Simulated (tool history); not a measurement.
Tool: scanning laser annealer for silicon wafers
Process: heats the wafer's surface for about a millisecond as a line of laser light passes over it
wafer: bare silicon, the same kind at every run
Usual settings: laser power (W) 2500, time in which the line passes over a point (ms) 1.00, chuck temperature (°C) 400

run   hour  laser power (W)  time in which the line passes over a point (ms)  chuck temperature (°C)  highest temperature of the surface (°C)
  1    0.0             2500                                             1.00                     400                                     1209
  2   22.8             2500                                             1.00                     400                                     1208
  3   37.7             2500                                             1.00                     417                                     1223
  4   57.4             2500                                             1.00                     400                                     1207
  5   82.5             2500                                             1.00                     400                                     1208
  6  101.8             2500                                             1.00                     418                                     1220
  7  121.0             2500                                             1.00                     418                                     1221
  8  145.2             2500                                             1.00                     418                                     1221
  9  161.9             2500                                             1.00                     418                                     1223
 10  178.8             2500                                             1.00                     400                                     1205
 11  205.4             2500                                             1.00                     400                                     1203
 12  217.6             2671                                             1.00                     400                                     1271
 13  237.9             2671                                             1.00                     378                                     1248
 14  254.2             2671                                             1.00                     378                                     1252
 15  283.0             2674                                             1.00                     400                                     1271
 16  311.6             2168                                             1.00                     400                                     1064
 17  327.1             2168                                             1.00                     400                                     1061
 18  345.0             2168                                             1.00                     400                                     1067
 19  365.8             2168                                             1.00                     400                                     1067
 20  390.7             2168                                             1.00                     400                                     1067
 21  414.8             2168                                             1.00                     400                                     1064
 22  444.0             2500                                             1.13                     414                                     1256
 23  466.8             2150                                             1.00                     417                                     1073
 24  484.3             2609                                             0.77                     400                                     1139
 25  511.5             2193                                             1.00                     388                                     1062
 26  524.7             2278                                             1.01                     400                                     1109
     552.3  -- optics aligned, line set to its width
 27  552.6             2278                                             0.98                     368                                     1074
 28  578.4             2500                                             1.00                     388                                     1191
     593.3  -- window over the wafer cleaned
 29  607.2             2500                                             0.73                     365                                     1077
 30  635.8             2403                                             0.87                     440                                     1178
 31  661.2             2695                                             0.86                     400                                     1253
 32  685.0             2286                                             0.86                     370                                     1060
 33  709.2             2535                                             1.00                     400                                     1246
 34  731.3             2669                                             0.70                     371                                     1129
 35  756.2             2500                                             0.72                     399                                     1104
 36  776.9             2423                                             1.07                     363                                     1189
 37  789.1             2500                                             1.23                     398                                     1313
 38  812.1             2201                                             1.00                     423                                     1126
 39  841.1             2201                                             1.00                     423                                     1126
 40  863.0             2201                                             0.89                     423                                     1089
 41  889.8             2507                                             0.90                     406                                     1193

4 ways to go on from here, each from the tool as it stands after run 41. What would each give?
  A  901.8             2582                                             1.00                     400                                        ?
  B  901.8             2524                                             1.08                     385                                        ?
  C  901.8             2308                                             0.90                     372                                        ?
  D  901.8             2302                                             1.00                     400                                        ?

run  highest temperature of the surface (°C)
  A                                     1258
  B                                     1254
  C                                     1080
  D                                     1143
Without the tool's hidden state the same runs would have given:
run  highest temperature of the surface (°C)
  A                                     1282
  B                                     1278
  C                                     1099
  D                                     1164
